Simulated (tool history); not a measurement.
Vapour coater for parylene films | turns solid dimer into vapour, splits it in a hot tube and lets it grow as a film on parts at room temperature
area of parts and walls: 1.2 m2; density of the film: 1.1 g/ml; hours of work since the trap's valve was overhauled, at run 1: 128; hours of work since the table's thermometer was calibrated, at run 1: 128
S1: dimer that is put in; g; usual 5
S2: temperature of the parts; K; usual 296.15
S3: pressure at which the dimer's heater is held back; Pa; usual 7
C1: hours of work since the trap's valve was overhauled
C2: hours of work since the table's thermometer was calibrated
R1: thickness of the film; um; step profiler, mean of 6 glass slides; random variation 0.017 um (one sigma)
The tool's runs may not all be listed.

run   hour  S1      S2    S3   C1   C2    R1
  1      0   5  296.15     7  128  128  2.26
  2   73.4   5  296.15     7  163  163  2.29
  3  148.3   5  296.15     7  199  199  2.23
  4  182.5   5  296.15     7  215  215  2.22
  5  222.1   5  296.15     7  234  234  2.23
  6  258.6   5  296.15     7  251  251  2.27
  7  335.5   5  296.15     7  288  288  2.22
  8    403   5  296.15  9.54  321  321  2.08
  9  475.3   5  295.15  2.57  355  355  2.74
 10    523   5  295.15  2.57  378  378  2.72
 11  565.3   5  295.15  2.57  398  398  2.74
 12  633.9   5  295.15  2.57  431  431  2.69
 13  681.5   5  304.15     7  454  454  1.58
 14  759.2   5  289.15  3.88  491  491  3.21
 15  791.8   3  302.15  2.49  506  506  1.21
 16    823   6  303.15  8.07  521  521  1.88

5 ways to go on from here, each from the tool as it stands after run 16. What would each give?
  A  890.9   6  303.15  9.47  554  554   ?
  B  890.9   6  308.15  2.68  554  554   ?
  C  890.9   6  289.15  8.07  554  554   ?
  D  890.9   4  290.15  8.83  554  554   ?
  E  890.9   6  295.15  8.07  554  554   ?

run    R1
  A  1.83
  B  1.86
  C  3.31
  D  2.08
  E  2.57
Without the tool's hidden state the same runs would have given:
run    R1
  A     2
  B  2.04
  C  3.62
  D  2.28
  E  2.82
